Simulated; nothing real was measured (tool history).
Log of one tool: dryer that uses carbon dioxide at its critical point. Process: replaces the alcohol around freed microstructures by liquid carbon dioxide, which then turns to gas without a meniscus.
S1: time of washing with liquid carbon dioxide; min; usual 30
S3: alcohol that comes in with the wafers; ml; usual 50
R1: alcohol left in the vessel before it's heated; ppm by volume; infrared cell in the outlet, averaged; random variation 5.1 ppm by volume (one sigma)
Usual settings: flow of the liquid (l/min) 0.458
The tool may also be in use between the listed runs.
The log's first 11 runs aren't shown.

Run 12, hour 299.2: usual settings but S1 34 min. Result: R1 146 ppm by volume.
Run 13, hour 320.3: usual settings but S3 82 ml. Result: R1 276 ppm by volume.
Run 14, hour 336.8: usual settings but S3 82 ml. Result: R1 273 ppm by volume.
Run 15, hour 356.4: usual settings but S1 36 min. Result: R1 144 ppm by volume.
Run 16, hour 381.8: usual settings but S1 36 min. Result: R1 158 ppm by volume.
Run 17, hour 406.6: usual settings but S1 24 min. Result: R1 423 ppm by volume.
Run 18, hour 427.3: usual settings but S1 27 min, flow of the liquid (l/min) 0.444, S3 22 ml. Result: R1 224 ppm by volume.
Run 19, hour 453.5: usual settings but S1 29 min, flow of the liquid (l/min) 0.317, S3 70 ml. Result: R1 1055 ppm by volume.
At hour 470.6: inlet filter changed.
Run 20, hour 478.5: usual settings but S1 29 min, flow of the liquid (l/min) 0.317, S3 70 ml. Result: R1 623 ppm by volume.
Run 21, hour 513.2: usual settings but S1 29 min, flow of the liquid (l/min) 0.581, S3 35 ml. Result: R1 143 ppm by volume.
Run 22, hour 544.9: usual settings but S1 29 min, flow of the liquid (l/min) 0.581, S3 35 ml. Result: R1 152 ppm by volume.
Run 23, hour 573.8: usual settings but S1 29 min, flow of the liquid (l/min) 0.581, S3 35 ml. Result: R1 143 ppm by volume.
Run 24, hour 599.2: usual settings but S1 19 min, flow of the liquid (l/min) 0.426, S3 35 ml. Result: R1 656 ppm by volume.
Run 25, hour 628.6: usual settings but S3 53 ml. Result: R1 218 ppm by volume.
Run 26, hour 662.7: usual settings but S1 24 min, S3 35 ml. Result: R1 308 ppm by volume.
Run 27, hour 687.1: usual settings but S1 25 min, flow of the liquid (l/min) 0.589, S3 56 ml. Result: R1 224 ppm by volume.
Run 28, hour 710.2: usual settings but S1 36 min, flow of the liquid (l/min) 0.589, S3 31 ml. Result: R1 167 ppm by volume.
Run 29, hour 730.5: usual settings but S1 36 min, flow of the liquid (l/min) 0.656, S3 31 ml. Result: R1 162 ppm by volume.
Run 30, hour 759.1: usual settings but S1 41 min, flow of the liquid (l/min) 0.656, S3 24 ml. Result: R1 170 ppm by volume.
Run 31, hour 791.5: usual settings but S1 19 min, flow of the liquid (l/min) 0.473, S3 24 ml. Result: R1 458 ppm by volume.
Run 32, hour 807.8: usual settings but S1 19 min, flow of the liquid (l/min) 0.473, S3 24 ml. Result: R1 460 ppm by volume.
Run 33, hour 834.3: usual settings but flow of the liquid (l/min) 0.584, S3 39 ml. Result: R1 177 ppm by volume.
Run 34, hour 856.1: usual settings but S1 39 min, flow of the liquid (l/min) 0.541, S3 23 ml. Result: R1 164 ppm by volume.

4 ways to go on from here, each from the tool as it stands after run 34. What would each give?
Run A, hour 892: usual settings but S1 45 min, flow of the liquid (l/min) 0.541, S3 42 ml. Result: R1 ?.
Run B, hour 892: usual settings but S1 39 min, flow of the liquid (l/min) 0.384, S3 23 ml. Result: R1 ?.
Run C, hour 892: usual settings but S1 38 min, flow of the liquid (l/min) 0.653, S3 23 ml. Result: R1 ?.
Run D, hour 892: usual settings but S1 21 min, flow of the liquid (l/min) 0.299, S3 23 ml. Result: R1 ?.

run    R1
  A   166
  B   201
  C   171
  D  1082
Without the tool's hidden state the same runs would have given:
run   R1
  A    0
  B   12
  C    0
  D  607
